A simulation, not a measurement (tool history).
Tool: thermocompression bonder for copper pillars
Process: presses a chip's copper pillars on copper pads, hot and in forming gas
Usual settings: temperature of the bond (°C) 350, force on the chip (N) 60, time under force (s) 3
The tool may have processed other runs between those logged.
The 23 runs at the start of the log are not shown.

| run | hour | temperature of the bond (°C) | force on the chip (N) | time under force (s) | hours of work since the heater was calibrated | hours of work since the force cell was calibrated | hours of work since the gas filter was changed | force that shears a chip off (N) |
|---|---|---|---|---|---|---|---|---|
| 24 | 220.8 | 336 | 47 | 2 | 220 | 446 | 290 | 37.7 |
| 25 | 227.6 | 336 | 89 | 2 | 224 | 450 | 294 | 71.7 |
| 26 | 239.6 | 361 | 47 | 2 | 231 | 457 | 301 | 47.3 |
| 27 | 246.2 | 337 | 49 | 7 | 235 | 461 | 305 | 62.2 |
|  | 256.5 | forming gas filter changed |
| 28 | 258.3 | 334 | 52 | 4 | 242 | 468 | 1 | 57 |
| 29 | 271.7 | 334 | 52 | 4 | 249 | 476 | 9 | 56.6 |
| 30 | 284.2 | 351 | 57 | 3 | 257 | 483 | 16 | 63.5 |
| 31 | 292.8 | 351 | 52 | 3 | 262 | 488 | 21 | 57.4 |
| 32 | 300.7 | 368 | 55 | 3 | 266 | 493 | 26 | 68 |
| 33 | 307.2 | 372 | 41 | 8 | 270 | 496 | 30 | 74.6 |
| 34 | 318.6 | 352 | 67 | 4 | 277 | 503 | 36 | 78.9 |
| 35 | 325.4 | 350 | 44 | 4 | 281 | 507 | 40 | 55.2 |
| 36 | 337.3 | 329 | 62 | 7 | 288 | 514 | 47 | 75.2 |
| 37 | 345 | 373 | 60 | 3 | 292 | 518 | 52 | 74.4 |
| 38 | 351.5 | 350 | 82 | 9 | 296 | 522 | 55 | 101.3 |
| 39 | 363.2 | 348 | 72 | 8 | 303 | 529 | 62 | 93.6 |

What if the next run were any one of these 5? Each begins from the tool's condition after run 39:
| A | 372.3 | 348 | 57 | 2 | 308 | 534 | 68 | ? |
| B | 372.3 | 352 | 64 | 2 | 308 | 534 | 68 | ? |
| C | 372.3 | 335 | 50 | 6 | 308 | 534 | 68 | ? |
| D | 372.3 | 350 | 60 | 7 | 308 | 534 | 68 | ? |
| E | 372.3 | 348 | 47 | 8 | 308 | 534 | 68 | ? |

| run | force that shears a chip off (N) |
|---|---|
| A | 52.5 |
| B | 61.3 |
| C | 62.8 |
| D | 82.5 |
| E | 70.7 |
Take away the tool's hidden state, keep each run's random variation, and the runs would have read:
| run | force that shears a chip off (N) |
|---|---|
| A | 53.2 |
| B | 62.1 |
| C | 63.7 |
| D | 83.6 |
| E | 71.6 |
